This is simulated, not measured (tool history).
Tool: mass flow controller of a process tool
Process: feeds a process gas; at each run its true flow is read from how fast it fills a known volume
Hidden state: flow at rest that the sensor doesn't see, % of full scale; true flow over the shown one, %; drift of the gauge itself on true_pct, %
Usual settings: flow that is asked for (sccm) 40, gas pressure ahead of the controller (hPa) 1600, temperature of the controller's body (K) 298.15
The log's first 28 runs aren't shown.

| run | hour | flow that is asked for (sccm) | gas pressure ahead of the controller (hPa) | temperature of the controller's body (K) | hours of work since the controller was set to zero | hours of work since the controller was changed | true flow (%) |
|---|---|---|---|---|---|---|---|
| 29 | 6338.3 | 27 | 1550 | 306.15 | 2914 | 2914 | 101.09 |
| 30 | 6635.7 | 28 | 2150 | 294.15 | 3003 | 3003 | 101.7 |
| 31 | 6787.5 | 40 | 2100 | 296.15 | 3049 | 3049 | 100.69 |
| 32 | 7024.7 | 45 | 2480 | 298.15 | 3120 | 3120 | 100.35 |
| 33 | 7338.7 | 45 | 2480 | 298.15 | 3214 | 3214 | 100.29 |
| 34 | 7643.8 | 45 | 2480 | 294.15 | 3306 | 3306 | 100.57 |
| 35 | 7780.4 | 45 | 2480 | 294.15 | 3347 | 3347 | 100.65 |
| 36 | 8085.7 | 90 | 2230 | 298.15 | 3438 | 3438 | 99.78 |
| 37 | 8392.1 | 40 | 1830 | 297.15 | 3530 | 3530 | 100.98 |
| 38 | 8684.3 | 19 | 2530 | 307.15 | 3618 | 3618 | 102.52 |
| 39 | 8847.8 | 19 | 2530 | 305.15 | 3667 | 3667 | 102.73 |
| 40 | 9152.5 | 38 | 2530 | 297.15 | 3758 | 3758 | 100.84 |
| 41 | 9344.8 | 53 | 2530 | 297.15 | 3816 | 3816 | 100.31 |
| 42 | 9584.9 | 53 | 2530 | 297.15 | 3888 | 3888 | 100.29 |
| 43 | 9768.9 | 53 | 2530 | 297.15 | 3943 | 3943 | 100.39 |
| 44 | 10084.2 | 85 | 1530 | 299.15 | 4038 | 4038 | 99.99 |
| 45 | 10312.5 | 85 | 1530 | 299.15 | 4107 | 4107 | 100.13 |
| 46 | 10503.7 | 85 | 2260 | 310.15 | 4164 | 4164 | 98.94 |
| 47 | 10700.9 | 85 | 2260 | 310.15 | 4223 | 4223 | 98.96 |
| 48 | 10830.9 | 51 | 2320 | 298.15 | 4262 | 4262 | 100.55 |
| 49 | 11015.2 | 40 | 2190 | 293.15 | 4317 | 4317 | 101.52 |

3 ways to go on from here, each from the tool as it stands after run 49. What would each give?
| A | 11249.9 | 11 | 1830 | 294.15 | 4388 | 4388 | ? |
| B | 11249.9 | 40 | 1810 | 296.15 | 4388 | 4388 | ? |
| C | 11249.9 | 30 | 1450 | 302.15 | 4388 | 4388 | ? |

| run | true flow (%) |
|---|---|
| A | 108.57 |
| B | 101.44 |
| C | 101.81 |
Without the tool's hidden state the same runs would have given:
| run | true flow (%) |
|---|---|
| A | 99.85 |
| B | 100.01 |
| C | 99.46 |
